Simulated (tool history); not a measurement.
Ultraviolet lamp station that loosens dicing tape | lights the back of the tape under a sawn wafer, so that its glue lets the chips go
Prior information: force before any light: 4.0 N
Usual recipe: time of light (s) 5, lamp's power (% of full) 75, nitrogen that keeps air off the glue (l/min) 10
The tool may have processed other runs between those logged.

run,hour,time of light (s),lamp's power (% of full),nitrogen that keeps air off the glue (l/min),force that peels the tape off (N),light that reached the tape (J/m2)
1,0,5,75,10,0.244,3530
2,22.4,5,75,8,0.278,3520
3,46.8,5,75,10,0.231,3520
4,71.2,8,75,10,0.115,5650
5,90.3,7,75,10,0.129,4880
6,111.4,5,75,6,0.327,3460
7,141.8,4,72,4,0.738,2650
8,169.1,8,93,4,0.14,6860
9,183.9,8,97,13,0.099,7170
10,204.4,6,100,4,0.196,5490

What if the next run were any one of these 4? Each begins from the tool's condition after run 10:
A,235.1,7,77,4,?,?
B,235.1,6,100,7,?,?
C,235.1,8,69,20,?,?
D,235.1,5,88,11,?,?

run,force that peels the tape off (N),light that reached the tape (J/m2)
A,0.218,4930
B,0.137,5520
C,0.116,5040
D,0.178,4040
Stripped of hidden state, with their random variation kept, the same runs would have yielded:
run,force that peels the tape off (N),light that reached the tape (J/m2)
A,0.147,6010
B,0.112,6730
C,0.108,6150
D,0.135,4920
